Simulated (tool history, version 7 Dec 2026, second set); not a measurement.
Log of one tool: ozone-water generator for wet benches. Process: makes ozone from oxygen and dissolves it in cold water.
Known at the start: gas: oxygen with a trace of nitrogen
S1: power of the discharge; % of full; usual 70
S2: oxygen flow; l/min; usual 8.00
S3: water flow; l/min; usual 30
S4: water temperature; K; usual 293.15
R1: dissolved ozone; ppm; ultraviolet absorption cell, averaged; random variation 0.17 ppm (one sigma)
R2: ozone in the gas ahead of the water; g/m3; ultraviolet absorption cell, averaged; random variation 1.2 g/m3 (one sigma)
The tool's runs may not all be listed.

run 1 hour=0.0 | S1=70 S2=8.00 S3=30 S4=293.15 | R1=22.7 R2=227.8
run 2 hour=69.0 | S1=70 S2=8.00 S3=30 S4=293.15 | R1=22.8 R2=228.3
run 3 hour=109.7 | S1=70 S2=8.00 S3=30 S4=293.15 | R1=22.8 R2=228.0
run 4 hour=166.3 | S1=70 S2=8.00 S3=30 S4=293.15 | R1=22.7 R2=228.5
-- hour=179.5 contactor cleaned
run 5 hour=251.2 | S1=70 S2=8.00 S3=30 S4=293.15 | R1=22.4 R2=228.7
run 6 hour=332.1 | S1=70 S2=8.00 S3=30 S4=293.15 | R1=22.6 R2=230.7
run 7 hour=378.8 | S1=70 S2=8.00 S3=30 S4=293.15 | R1=22.8 R2=227.2
run 8 hour=430.7 | S1=70 S2=8.00 S3=30 S4=293.15 | R1=22.5 R2=229.0
run 9 hour=496.6 | S1=70 S2=8.00 S3=30 S4=293.15 | R1=22.9 R2=229.1
run 10 hour=532.6 | S1=70 S2=8.00 S3=30 S4=293.15 | R1=23.0 R2=226.9

The next listed run, before its measurement:
run 11 hour=601.1 | S1=70 S2=8.75 S3=23 S4=293.15 | R1=? R2=?

Run 11 gave R1 27.7 ppm, R2 221.9 g/m3.
Without the tool's hidden state the same run would have given R1 27.7 ppm, R2 220.3 g/m3.

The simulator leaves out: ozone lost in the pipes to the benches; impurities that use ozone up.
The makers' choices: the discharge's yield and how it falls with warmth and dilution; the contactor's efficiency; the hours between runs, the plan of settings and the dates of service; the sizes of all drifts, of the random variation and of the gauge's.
